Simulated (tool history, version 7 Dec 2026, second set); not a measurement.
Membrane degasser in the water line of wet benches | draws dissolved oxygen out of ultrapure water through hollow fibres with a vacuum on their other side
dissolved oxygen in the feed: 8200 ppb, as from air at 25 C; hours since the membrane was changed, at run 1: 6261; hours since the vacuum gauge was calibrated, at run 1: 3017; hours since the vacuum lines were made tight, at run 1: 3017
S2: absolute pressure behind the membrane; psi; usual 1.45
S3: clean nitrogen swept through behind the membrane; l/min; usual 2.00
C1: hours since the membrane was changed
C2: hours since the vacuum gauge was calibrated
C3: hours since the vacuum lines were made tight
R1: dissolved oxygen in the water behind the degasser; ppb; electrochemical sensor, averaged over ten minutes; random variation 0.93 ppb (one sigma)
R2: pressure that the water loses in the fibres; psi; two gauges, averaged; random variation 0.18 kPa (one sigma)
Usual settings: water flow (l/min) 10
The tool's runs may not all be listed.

run 1 hour=0.0 | water_flow_(l/min)=10 S2=1.45 S3=2.00 | C1=6261 C2=3017 C3=3017 | R1=88.0 R2=4.419
run 2 hour=248.5 | water_flow_(l/min)=10 S2=1.45 S3=3.90 | C1=6509 C2=3266 C3=3266 | R1=49.3 R2=4.408
run 3 hour=511.8 | water_flow_(l/min)=10 S2=1.45 S3=2.00 | C1=6772 C2=3529 C3=3529 | R1=88.1 R2=4.435
run 4 hour=625.9 | water_flow_(l/min)=10 S2=1.45 S3=2.00 | C1=6887 C2=3643 C3=3643 | R1=88.4 R2=4.441
run 5 hour=813.7 | water_flow_(l/min)=10 S2=1.45 S3=2.00 | C1=7074 C2=3831 C3=3831 | R1=89.7 R2=4.476
-- hour=899.2 seals of the vacuum lines changed
run 6 hour=1038.9 | water_flow_(l/min)=10 S2=1.45 S3=2.00 | C1=7297 C2=4054 C3=140 | R1=87.0 R2=4.483
run 7 hour=1184.1 | water_flow_(l/min)=10 S2=1.45 S3=2.00 | C1=7443 C2=4199 C3=285 | R1=88.3 R2=4.445
run 8 hour=1362.2 | water_flow_(l/min)=10 S2=1.45 S3=2.00 | C1=7621 C2=4377 C3=463 | R1=88.2 R2=4.453
run 9 hour=1515.9 | water_flow_(l/min)=10 S2=1.45 S3=2.00 | C1=7775 C2=4531 C3=617 | R1=87.8 R2=4.431
run 10 hour=1632.6 | water_flow_(l/min)=10 S2=1.45 S3=2.00 | C1=7891 C2=4648 C3=733 | R1=90.2 R2=4.505
run 11 hour=1799.7 | water_flow_(l/min)=8 S2=1.45 S3=2.00 | C1=8058 C2=4815 C3=901 | R1=67.8 R2=3.609
run 12 hour=2071.5 | water_flow_(l/min)=8 S2=1.45 S3=2.00 | C1=8330 C2=5087 C3=1172 | R1=69.1 R2=3.598
run 13 hour=2211.0 | water_flow_(l/min)=8 S2=1.45 S3=2.00 | C1=8470 C2=5226 C3=1312 | R1=67.6 R2=3.556
run 14 hour=2379.7 | water_flow_(l/min)=8 S2=1.45 S3=2.00 | C1=8638 C2=5395 C3=1481 | R1=69.6 R2=3.572
run 15 hour=2515.5 | water_flow_(l/min)=10 S2=1.45 S3=2.00 | C1=8774 C2=5531 C3=1616 | R1=89.7 R2=4.483
run 16 hour=2681.3 | water_flow_(l/min)=10 S2=1.45 S3=1.21 | C1=8940 C2=5696 C3=1782 | R1=138.7 R2=4.473
run 17 hour=2838.1 | water_flow_(l/min)=15 S2=1.45 S3=2.45 | C1=9097 C2=5853 C3=1939 | R1=147.2 R2=6.759
run 18 hour=3078.0 | water_flow_(l/min)=15 S2=1.45 S3=2.45 | C1=9337 C2=6093 C3=2179 | R1=146.0 R2=6.738
run 19 hour=3250.0 | water_flow_(l/min)=11 S2=1.81 S3=1.48 | C1=9509 C2=6265 C3=2351 | R1=172.2 R2=4.947
run 20 hour=3500.6 | water_flow_(l/min)=10 S2=2.10 S3=5.58 | C1=9759 C2=6516 C3=2601 | R1=56.4 R2=4.503
run 21 hour=3624.9 | water_flow_(l/min)=10 S2=2.10 S3=5.58 | C1=9883 C2=6640 C3=2726 | R1=55.9 R2=4.473
run 22 hour=3827.3 | water_flow_(l/min)=10 S2=2.10 S3=3.38 | C1=10086 C2=6842 C3=2928 | R1=88.4 R2=4.505
run 23 hour=4027.0 | water_flow_(l/min)=10 S2=1.45 S3=4.15 | C1=10286 C2=7042 C3=3128 | R1=46.8 R2=4.501
run 24 hour=4210.7 | water_flow_(l/min)=12 S2=2.10 S3=4.15 | C1=10469 C2=7226 C3=3312 | R1=97.3 R2=5.371
run 25 hour=4442.1 | water_flow_(l/min)=12 S2=1.96 S3=3.11 | C1=10701 C2=7457 C3=3543 | R1=112.1 R2=5.422
run 26 hour=4589.4 | water_flow_(l/min)=10 S2=2.81 S3=1.00 | C1=10848 C2=7605 C3=3690 | R1=375.0 R2=4.538
-- hour=4701.4 vacuum gauge calibrated
run 27 hour=4739.3 | water_flow_(l/min)=15 S2=1.86 S3=5.61 | C1=10997 C2=38 C3=3840 | R1=107.4 R2=6.753
-- hour=4817.9 seals of the vacuum lines changed
run 28 hour=4920.0 | water_flow_(l/min)=10 S2=1.94 S3=2.09 | C1=11176 C2=217 C3=102 | R1=124.6 R2=4.535
-- hour=4977.5 gauge calibrated
run 29 hour=5095.1 | water_flow_(l/min)=12 S2=2.65 S3=1.40 | C1=11351 C2=392 C3=277 | R1=310.4 R2=5.319
run 30 hour=5326.5 | water_flow_(l/min)=12 S2=2.65 S3=1.40 | C1=11583 C2=623 C3=509 | R1=307.3 R2=5.284
run 31 hour=5536.4 | water_flow_(l/min)=8 S2=1.55 S3=1.36 | C1=11792 C2=833 C3=718 | R1=106.8 R2=3.527

Forecast each of these 5 alternatives for the next run:
run A hour=5789.1 | water_flow_(l/min)=9 S2=3.60 S3=2.81 | C1=12045 C2=1086 C3=971 | R1=? R2=?
run B hour=5789.1 | water_flow_(l/min)=8 S2=1.35 S3=1.36 | C1=12045 C2=1086 C3=971 | R1=? R2=?
run C hour=5789.1 | water_flow_(l/min)=13 S2=1.73 S3=1.15 | C1=12045 C2=1086 C3=971 | R1=? R2=?
run D hour=5789.1 | water_flow_(l/min)=14 S2=2.13 S3=1.36 | C1=12045 C2=1086 C3=971 | R1=? R2=?
run E hour=5789.1 | water_flow_(l/min)=11 S2=2.55 S3=3.28 | C1=12045 C2=1086 C3=971 | R1=? R2=?

run=A R1=169.6 R2=3.974
run=B R1=86.4 R2=3.561
run=C R1=253.0 R2=5.778
run=D R1=302.9 R2=6.187
run=E R1=128.1 R2=4.882
Without the tool's hidden state the same runs would have given:
run=A R1=169.4 R2=3.946
run=B R1=86.3 R2=3.535
run=C R1=252.6 R2=5.738
run=D R1=302.3 R2=6.144
run=E R1=127.9 R2=4.847

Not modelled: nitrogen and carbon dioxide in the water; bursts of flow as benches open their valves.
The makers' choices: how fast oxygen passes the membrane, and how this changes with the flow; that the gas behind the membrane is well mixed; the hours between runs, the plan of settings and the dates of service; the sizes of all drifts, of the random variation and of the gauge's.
